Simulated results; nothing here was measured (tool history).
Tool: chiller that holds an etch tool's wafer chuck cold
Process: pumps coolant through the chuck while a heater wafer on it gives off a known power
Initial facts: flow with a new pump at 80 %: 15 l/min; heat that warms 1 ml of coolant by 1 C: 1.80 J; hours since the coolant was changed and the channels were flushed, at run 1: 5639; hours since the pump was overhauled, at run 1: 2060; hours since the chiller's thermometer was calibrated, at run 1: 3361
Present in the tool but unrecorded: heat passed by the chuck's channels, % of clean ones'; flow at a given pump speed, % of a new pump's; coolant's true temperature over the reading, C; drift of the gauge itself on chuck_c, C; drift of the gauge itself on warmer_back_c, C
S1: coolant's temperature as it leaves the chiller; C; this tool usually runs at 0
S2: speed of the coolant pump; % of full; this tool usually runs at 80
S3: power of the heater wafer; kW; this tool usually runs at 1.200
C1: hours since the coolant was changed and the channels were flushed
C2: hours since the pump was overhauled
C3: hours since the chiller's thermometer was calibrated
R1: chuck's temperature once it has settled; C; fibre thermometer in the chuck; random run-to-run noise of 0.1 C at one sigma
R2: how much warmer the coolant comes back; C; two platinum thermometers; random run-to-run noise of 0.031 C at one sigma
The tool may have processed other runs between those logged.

{"run": 1, "day": 0.0, "S1": 0, "S2": 80, "S3": 1.2, "C1": 5639, "C2": 2060, "C3": 3361, "R1": 13.6, "R2": 2.73}
{"run": 2, "day": 1.188, "S1": 0, "S2": 80, "S3": 1.2, "C1": 5668, "C2": 2088, "C3": 3390, "R1": 13.5, "R2": 2.7}
{"run": 3, "day": 3.412, "S1": 0, "S2": 80, "S3": 1.2, "C1": 5721, "C2": 2142, "C3": 3443, "R1": 13.7, "R2": 2.7}
{"run": 4, "day": 5.062, "S1": 0, "S2": 80, "S3": 1.2, "C1": 5761, "C2": 2181, "C3": 3483, "R1": 13.6, "R2": 2.67}
{"run": 5, "day": 7.308, "S1": 0, "S2": 83, "S3": 1.2, "C1": 5815, "C2": 2235, "C3": 3537, "R1": 13.2, "R2": 2.65}
{"run": 6, "day": 9.279, "S1": 2, "S2": 65, "S3": 0.613, "C1": 5862, "C2": 2282, "C3": 3584, "R1": 10.4, "R2": 1.8}
{"run": 7, "day": 10.754, "S1": 9, "S2": 68, "S3": 0.613, "C1": 5897, "C2": 2318, "C3": 3619, "R1": 17.1, "R2": 1.72}
{"day": 10.908, "done": "chiller's thermometer calibrated"}
{"run": 8, "day": 12.25, "S1": 9, "S2": 68, "S3": 0.613, "C1": 5932, "C2": 2353, "C3": 32, "R1": 17.2, "R2": 1.71}
{"run": 9, "day": 14.662, "S1": -6, "S2": 80, "S3": 1.2, "C1": 5990, "C2": 2411, "C3": 90, "R1": 7.7, "R2": 2.7}
{"run": 10, "day": 16.0, "S1": 0, "S2": 80, "S3": 1.2, "C1": 6022, "C2": 2443, "C3": 122, "R1": 13.9, "R2": 2.72}

Describe how what the log doesn't record of the tool's condition differs between the last listed run preceding each entry between runs and the first listed run following it.
From run 7 to run 8: chiller's thermometer calibrated (day 10.908)
  heat passed by the chuck's channels, % of clean ones': 85.8 -> 85.7; coolant's true temperature over the reading, C: 0.2 -> 0.28
  what was measured, less what the result would be without the hidden state, R1: +1.3 -> +1.4 C; R2: +0.05 -> +0.04 C
